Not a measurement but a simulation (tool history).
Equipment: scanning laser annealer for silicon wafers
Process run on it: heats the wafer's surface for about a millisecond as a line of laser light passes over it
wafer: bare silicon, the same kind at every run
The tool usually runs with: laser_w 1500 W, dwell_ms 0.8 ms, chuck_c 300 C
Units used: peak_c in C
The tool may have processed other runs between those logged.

| run | day | laser_w | dwell_ms | chuck_c | peak_c |
|---|---|---|---|---|---|
| 1 | 0 | 1500 | 0.8 | 300 | 1093 |
| 2 | 0.95 | 1500 | 0.8 | 300 | 1088 |
| 3 | 1.542 | 1449 | 0.8 | 300 | 1054 |
| 4 | 2.708 | 1378 | 0.8 | 300 | 1011 |
| 5 | 4.021 | 1500 | 0.8 | 300 | 1084 |
| 6 | 4.588 | 1500 | 0.8 | 300 | 1084 |
| 7 | 5.871 | 1500 | 0.8 | 300 | 1082 |
| 8 | 6.717 | 1553 | 0.8 | 300 | 1114 |
| 9 | 7.325 | 1553 | 0.8 | 300 | 1108 |
|  | 7.65 | optics aligned, line set to its width |
| 10 | 8.104 | 1553 | 0.8 | 300 | 1108 |
| 11 | 9.392 | 1553 | 0.8 | 300 | 1105 |
| 12 | 9.954 | 1553 | 0.8 | 300 | 1107 |
| 13 | 10.854 | 1500 | 0.652 | 300 | 983 |
|  | 11.617 | optics aligned, line set to its width, once more |
| 14 | 12.362 | 1524 | 0.844 | 273 | 1083 |
|  | 13.038 | window over the wafer cleaned |
| 15 | 13.138 | 1500 | 0.613 | 287 | 1010 |
| 16 | 14.425 | 1500 | 0.613 | 287 | 1000 |
| 17 | 15.592 | 1500 | 0.613 | 287 | 998 |
| 18 | 16.538 | 1500 | 0.63 | 282 | 1005 |
| 19 | 17.142 | 1500 | 0.63 | 282 | 1006 |
| 20 | 17.992 | 1500 | 0.75 | 282 | 1077 |
| 21 | 19.225 | 1456 | 0.865 | 289 | 1120 |
| 22 | 20.133 | 1442 | 0.8 | 300 | 1079 |
| 23 | 21.112 | 1442 | 0.8 | 300 | 1079 |

Table of differences, measured result less the result of that run with no hidden state. Run-to-run variation is the same in both. Gauge scatter possibly is not:
Hidden conditions of the tool in this case: light that passes the window, % of a clean one's; laser's true power over the reading, %; width of the line over the set one, %; drift of the gauge itself on peak_c, C.
| run | peak_c |
|---|---|
| 1 | -41 |
| 2 | -43 |
| 3 | -42 |
| 4 | -42 |
| 5 | -50 |
| 6 | -51 |
| 7 | -54 |
| 8 | -58 |
| 9 | -59 |
| 10 | -62 |
| 11 | -65 |
| 12 | -67 |
| 13 | -58 |
| 14 | -65 |
| 15 | +1 |
| 16 | +0 |
| 17 | -3 |
| 18 | -5 |
| 19 | -6 |
| 20 | -9 |
| 21 | -12 |
| 22 | -13 |
| 23 | -16 |
